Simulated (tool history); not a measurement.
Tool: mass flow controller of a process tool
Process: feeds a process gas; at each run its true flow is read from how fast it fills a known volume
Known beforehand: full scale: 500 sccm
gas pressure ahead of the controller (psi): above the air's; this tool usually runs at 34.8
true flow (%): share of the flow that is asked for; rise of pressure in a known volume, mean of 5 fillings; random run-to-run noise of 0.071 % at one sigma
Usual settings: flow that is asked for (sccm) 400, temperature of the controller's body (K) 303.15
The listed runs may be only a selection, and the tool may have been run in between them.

| run | hour | flow that is asked for (sccm) | gas pressure ahead of the controller (psi) | temperature of the controller's body (K) | true flow (%) |
|---|---|---|---|---|---|
| 1 | 0 | 400 | 34.8 | 303.15 | 100.08 |
| 2 | 172.7 | 400 | 34.8 | 295.15 | 99.83 |
| 3 | 457.5 | 400 | 34.8 | 295.15 | 99.97 |
| 4 | 707.3 | 400 | 38.1 | 303.15 | 100.32 |
| 5 | 931.3 | 400 | 34.8 | 303.15 | 100.37 |
| 6 | 1145.2 | 400 | 34.8 | 303.15 | 100.43 |
| 7 | 1420.9 | 400 | 34.8 | 303.15 | 100.28 |
| 8 | 1650.7 | 400 | 38.3 | 303.15 | 100.58 |
| 9 | 1929.3 | 400 | 38.3 | 303.15 | 100.52 |
| 10 | 2095.9 | 105 | 34.8 | 303.15 | 100.02 |
| 11 | 2362.3 | 105 | 34.8 | 303.15 | 99.93 |
| 12 | 2540.7 | 105 | 34.8 | 303.15 | 100.1 |
| 13 | 2791.6 | 105 | 34.8 | 303.15 | 100.16 |
| 14 | 3055.6 | 400 | 34.8 | 303.15 | 100.88 |
| 15 | 3337.5 | 400 | 34.8 | 303.15 | 101.02 |
| 16 | 3488.6 | 400 | 34.8 | 303.15 | 100.99 |
| 17 | 3722.3 | 400 | 34.8 | 303.15 | 101.21 |
| 18 | 4049.9 | 400 | 34.8 | 303.15 | 101.2 |
| 19 | 4208.7 | 400 | 34.8 | 306.15 | 101.47 |
| 20 | 4424.8 | 400 | 34.8 | 306.15 | 101.36 |
|  | 4742.4 | gauge calibrated |
| 21 | 4759.4 | 100 | 34.8 | 303.15 | 99.36 |
| 22 | 4937.7 | 400 | 34.8 | 303.15 | 100.03 |
| 23 | 5112.8 | 400 | 34.8 | 303.15 | 100.23 |
| 24 | 5440.7 | 400 | 34.8 | 303.15 | 100.4 |
| 25 | 5691.4 | 400 | 25.1 | 310.15 | 100.32 |
| 26 | 5914.1 | 400 | 25.1 | 310.15 | 100.35 |
| 27 | 6209 | 99 | 26.1 | 303.15 | 99.69 |
| 28 | 6471.8 | 99 | 26.1 | 303.15 | 99.63 |
| 29 | 6767.2 | 80 | 22.9 | 298.15 | 99.59 |
| 30 | 6931.9 | 417 | 34.8 | 298.15 | 100.58 |
| 31 | 7120.8 | 302 | 24.1 | 300.15 | 100.18 |
| 32 | 7296.8 | 145 | 33.6 | 298.15 | 100.02 |
| 33 | 7631.5 | 335 | 25.1 | 293.15 | 100.17 |
| 34 | 7807 | 335 | 25.1 | 302.15 | 100.43 |
| 35 | 7975.4 | 244 | 23.2 | 295.15 | 100.08 |
| 36 | 8230.3 | 244 | 23.2 | 295.15 | 100.2 |
| 37 | 8513.4 | 400 | 27.1 | 295.15 | 100.68 |
|  | 8557 | gauge calibrated |
|  | 8586 | controller's zero set anew |
| 38 | 8762.7 | 293 | 34.8 | 295.15 | 99.4 |
| 39 | 8907.5 | 97 | 33.2 | 294.15 | 99.16 |
| 40 | 9096.8 | 91 | 34.8 | 294.15 | 99.05 |
| 41 | 9431.8 | 60 | 27.4 | 306.15 | 99.66 |
| 42 | 9776.2 | 196 | 29.6 | 294.15 | 99.34 |
| 43 | 10081 | 196 | 29.6 | 294.15 | 99.63 |
| 44 | 10255.2 | 181 | 29.6 | 294.15 | 99.62 |
| 45 | 10448.2 | 181 | 29.6 | 294.15 | 99.76 |
| 46 | 10690.1 | 117 | 33.5 | 303.15 | 100.01 |
| 47 | 11047.1 | 223 | 32.5 | 294.15 | 100.01 |

Branching from run 47: 5 alternative next runs. What would each branch give?
| A | 11356.2 | 95 | 27.6 | 294.15 | ? |
| B | 11356.2 | 68 | 32.5 | 300.15 | ? |
| C | 11356.2 | 102 | 34.8 | 299.15 | ? |
| D | 11356.2 | 338 | 34.8 | 309.15 | ? |
| E | 11356.2 | 97 | 34.8 | 306.15 | ? |

| run | true flow (%) |
|---|---|
| A | 99.82 |
| B | 99.93 |
| C | 100.15 |
| D | 100.81 |
| E | 100.27 |
Take away the tool's hidden state, keep each run's random variation, and the runs would have read:
| run | true flow (%) |
|---|---|
| A | 99.02 |
| B | 99.13 |
| C | 99.34 |
| D | 100 |
| E | 99.47 |

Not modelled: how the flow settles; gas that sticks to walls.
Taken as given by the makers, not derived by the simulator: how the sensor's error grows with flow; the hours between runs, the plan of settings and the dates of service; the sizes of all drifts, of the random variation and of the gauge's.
